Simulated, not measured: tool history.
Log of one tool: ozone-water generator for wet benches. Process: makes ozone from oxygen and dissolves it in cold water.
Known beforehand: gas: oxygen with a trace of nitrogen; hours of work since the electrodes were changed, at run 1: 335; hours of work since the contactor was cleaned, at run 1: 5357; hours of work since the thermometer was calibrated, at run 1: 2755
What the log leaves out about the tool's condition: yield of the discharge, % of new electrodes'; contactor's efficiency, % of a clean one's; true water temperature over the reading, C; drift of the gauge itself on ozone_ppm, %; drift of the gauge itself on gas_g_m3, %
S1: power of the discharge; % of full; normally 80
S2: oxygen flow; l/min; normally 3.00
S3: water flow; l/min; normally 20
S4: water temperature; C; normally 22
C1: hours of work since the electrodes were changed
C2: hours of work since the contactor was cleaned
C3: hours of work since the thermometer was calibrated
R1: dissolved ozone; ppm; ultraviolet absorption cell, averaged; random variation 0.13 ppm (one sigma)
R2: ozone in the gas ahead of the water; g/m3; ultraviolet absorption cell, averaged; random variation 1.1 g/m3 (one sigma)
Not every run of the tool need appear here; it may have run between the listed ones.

{"run": 1, "hour": 0.0, "S1": 80, "S2": 3.0, "S3": 20, "S4": 22, "C1": 335, "C2": 5357, "C3": 2755, "R1": 14.0, "R2": 191.0}
{"run": 2, "hour": 86.7, "S1": 80, "S2": 3.0, "S3": 15, "S4": 22, "C1": 397, "C2": 5418, "C3": 2817, "R1": 18.1, "R2": 190.2}
{"run": 3, "hour": 202.0, "S1": 80, "S2": 3.25, "S3": 15, "S4": 22, "C1": 478, "C2": 5500, "C3": 2898, "R1": 17.9, "R2": 184.4}
{"hour": 298.4, "done": "water thermometer calibrated"}
{"run": 4, "hour": 313.1, "S1": 80, "S2": 3.25, "S3": 15, "S4": 22, "C1": 557, "C2": 5578, "C3": 10, "R1": 18.0, "R2": 181.8}
{"run": 5, "hour": 384.6, "S1": 80, "S2": 2.2, "S3": 20, "S4": 22, "C1": 607, "C2": 5629, "C3": 61, "R1": 13.1, "R2": 221.7}
{"run": 6, "hour": 533.8, "S1": 80, "S2": 2.2, "S3": 20, "S4": 22, "C1": 713, "C2": 5734, "C3": 167, "R1": 13.4, "R2": 222.3}
{"run": 7, "hour": 639.8, "S1": 80, "S2": 1.54, "S3": 20, "S4": 22, "C1": 788, "C2": 5810, "C3": 242, "R1": 12.0, "R2": 266.2}
{"run": 8, "hour": 745.5, "S1": 80, "S2": 3.0, "S3": 20, "S4": 14, "C1": 863, "C2": 5884, "C3": 317, "R1": 15.3, "R2": 189.0}
{"run": 9, "hour": 852.7, "S1": 80, "S2": 3.0, "S3": 20, "S4": 16, "C1": 939, "C2": 5960, "C3": 393, "R1": 14.9, "R2": 189.1}
{"run": 10, "hour": 940.6, "S1": 80, "S2": 3.0, "S3": 20, "S4": 16, "C1": 1001, "C2": 6023, "C3": 455, "R1": 15.1, "R2": 189.8}
{"run": 11, "hour": 1042.9, "S1": 80, "S2": 3.0, "S3": 20, "S4": 16, "C1": 1074, "C2": 6095, "C3": 527, "R1": 15.0, "R2": 191.9}
{"run": 12, "hour": 1134.6, "S1": 80, "S2": 3.14, "S3": 20, "S4": 16, "C1": 1138, "C2": 6160, "C3": 592, "R1": 15.0, "R2": 187.0}
{"run": 13, "hour": 1253.0, "S1": 89, "S2": 3.71, "S3": 25, "S4": 24, "C1": 1222, "C2": 6244, "C3": 676, "R1": 12.3, "R2": 182.1}
{"run": 14, "hour": 1406.7, "S1": 89, "S2": 5.02, "S3": 31, "S4": 18, "C1": 1331, "C2": 6353, "C3": 785, "R1": 11.4, "R2": 156.8}
{"run": 15, "hour": 1508.1, "S1": 91, "S2": 3.0, "S3": 20, "S4": 22, "C1": 1403, "C2": 6424, "C3": 857, "R1": 15.5, "R2": 206.1}
{"run": 16, "hour": 1578.6, "S1": 91, "S2": 3.0, "S3": 23, "S4": 25, "C1": 1453, "C2": 6474, "C3": 907, "R1": 12.9, "R2": 206.9}
{"run": 17, "hour": 1647.4, "S1": 91, "S2": 3.0, "S3": 23, "S4": 25, "C1": 1502, "C2": 6523, "C3": 955, "R1": 13.2, "R2": 206.1}
{"run": 18, "hour": 1789.7, "S1": 80, "S2": 5.32, "S3": 14, "S4": 29, "C1": 1602, "C2": 6624, "C3": 1056, "R1": 16.5, "R2": 142.6}
{"run": 19, "hour": 1887.8, "S1": 80, "S2": 5.32, "S3": 14, "S4": 29, "C1": 1672, "C2": 6693, "C3": 1126, "R1": 16.6, "R2": 141.7}
{"run": 20, "hour": 1981.5, "S1": 95, "S2": 4.39, "S3": 14, "S4": 29, "C1": 1738, "C2": 6760, "C3": 1192, "R1": 18.6, "R2": 173.7}
{"run": 21, "hour": 2109.3, "S1": 95, "S2": 4.39, "S3": 14, "S4": 29, "C1": 1829, "C2": 6850, "C3": 1282, "R1": 18.7, "R2": 173.1}

Branching from run 21: 3 alternative next runs. What would each branch give?
{"run": "A", "hour": 2242.2, "S1": 80, "S2": 3.0, "S3": 16, "S4": 19, "C1": 1923, "C2": 6944, "C3": 1377, "R1": "?", "R2": "?"}
{"run": "B", "hour": 2242.2, "S1": 59, "S2": 4.39, "S3": 14, "S4": 29, "C1": 1923, "C2": 6944, "C3": 1377, "R1": "?", "R2": "?"}
{"run": "C", "hour": 2242.2, "S1": 80, "S2": 1.55, "S3": 20, "S4": 18, "C1": 1923, "C2": 6944, "C3": 1377, "R1": "?", "R2": "?"}

run=A R1=17.8 R2=191.3
run=B R1=14.0 R2=130.3
run=C R1=12.7 R2=265.7
The same runs, with their run-to-run variation unchanged, on a tool lacking any hidden condition would have given:
run=A R1=17.9 R2=191.4
run=B R1=14.0 R2=130.3
run=C R1=12.7 R2=265.8
